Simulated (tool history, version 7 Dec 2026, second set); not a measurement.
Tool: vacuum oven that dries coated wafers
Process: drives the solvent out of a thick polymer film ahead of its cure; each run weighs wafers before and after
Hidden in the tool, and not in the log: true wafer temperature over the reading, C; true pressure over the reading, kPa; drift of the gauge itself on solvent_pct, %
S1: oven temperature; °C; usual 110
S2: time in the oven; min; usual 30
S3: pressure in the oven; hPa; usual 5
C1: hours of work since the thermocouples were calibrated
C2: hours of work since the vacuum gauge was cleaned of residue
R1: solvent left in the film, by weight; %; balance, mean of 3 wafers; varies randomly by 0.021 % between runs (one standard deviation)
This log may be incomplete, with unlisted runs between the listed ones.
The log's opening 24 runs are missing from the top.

run	day	S1	S2	S3	C1	C2	R1
25	13.942	110	30	5	638	669	0.8
26	14.625	110	32	8.6	649	679	0.87
27	14.975	101	16	6.86	655	685	4.17
28	15.696	101	16	4.55	666	696	4.08
29	16.408	101	16	4.55	677	707	4.07
30	16.95	116	16	11.1	686	716	1.76
31	17.488	113	24	8.43	694	724	1.07
32	18.046	113	24	8.43	703	733	1.04
33	18.462	110	30	19.69	709	740	1.63
34	19.042	117	46	16.08	718	749	0.76
35	19.492	110	30	5	725	756	0.77
36	19.967	103	18	5	733	763	3.18
37	20.362	116	50	5	739	769	0.26
38	20.767	106	50	5	745	776	0.47
39	21.429	116	50	5	756	786	0.25
40	22.196	121	30	5	768	798	0.3
41	22.567	113	16	5.16	774	804	1.94
42	23.125	105	33	5	782	813	1.05
43	23.912	106	41	4.92	795	825	0.61
44	24.417	110	43	10.96	803	833	0.79
45	24.825	110	27	3.64	809	839	0.83
46	25.246	111	25	3.64	816	846	0.9
47	25.95	111	25	3.64	827	857	0.93
48	26.658	110	21	10.54	838	868	1.82

What if the next run were any one of these 3? Each begins from the tool's condition after run 48:
A	27.083	109	25	5	844	875	?
B	27.083	99	24	4.25	844	875	?
C	27.083	110	30	18.23	844	875	?

run	R1
A	1.16
B	2.75
C	1.5
With no hidden state in the tool, these same runs would have given:
run	R1
A	1.16
B	2.75
C	1.5
